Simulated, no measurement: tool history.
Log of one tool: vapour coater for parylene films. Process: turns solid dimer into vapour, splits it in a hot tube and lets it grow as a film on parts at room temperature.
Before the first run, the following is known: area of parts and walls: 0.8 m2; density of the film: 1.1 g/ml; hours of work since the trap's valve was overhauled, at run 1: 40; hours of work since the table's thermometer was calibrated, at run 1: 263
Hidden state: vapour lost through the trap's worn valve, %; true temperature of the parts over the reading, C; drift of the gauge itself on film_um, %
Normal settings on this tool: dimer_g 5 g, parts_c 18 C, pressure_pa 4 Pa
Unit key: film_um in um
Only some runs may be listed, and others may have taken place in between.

run	hour	dimer_g	parts_c	pressure_pa	hours of work since the trap's valve was overhauled	hours of work since the table's thermometer was calibrated	film_um
1	0	5	18	4	40	263	3.62
2	19.8	5	18	4	48	271	3.62
3	35.9	5	18	4	55	277	3.61
4	56.2	5	18	4	63	285	3.62
5	69.4	5	18	4	69	291	3.62
6	90.6	5	18	4	77	299	3.62
7	109.4	5	18	4	85	307	3.63
8	121.4	5	18	4	90	312	3.63
9	141.3	5	18	4	98	320	3.62
10	164.7	7	28	3.07	107	330	3.99
11	186.2	7	28	3.07	116	338	4
12	203.9	2	12	9.89	123	346	1.43
13	221.6	2	12	9.89	131	353	1.44
14	237.6	2	12	9.89	137	359	1.44
15	261.5	6	26	4.85	147	369	3.33
16	278.7	5	11	2.75	154	376	4.77

Here are 3 independent what-if runs from the current tool condition. What would each one return?
A	302.8	7	19	10.56	164	386	?
B	302.8	5	11	5.83	164	386	?
C	302.8	5	13	3.45	164	386	?

run	film_um
A	4.07
B	4.13
C	4.29
The same runs, with their run-to-run variation unchanged, on a tool lacking any hidden condition would have given:
run	film_um
A	4.08
B	4.13
C	4.29

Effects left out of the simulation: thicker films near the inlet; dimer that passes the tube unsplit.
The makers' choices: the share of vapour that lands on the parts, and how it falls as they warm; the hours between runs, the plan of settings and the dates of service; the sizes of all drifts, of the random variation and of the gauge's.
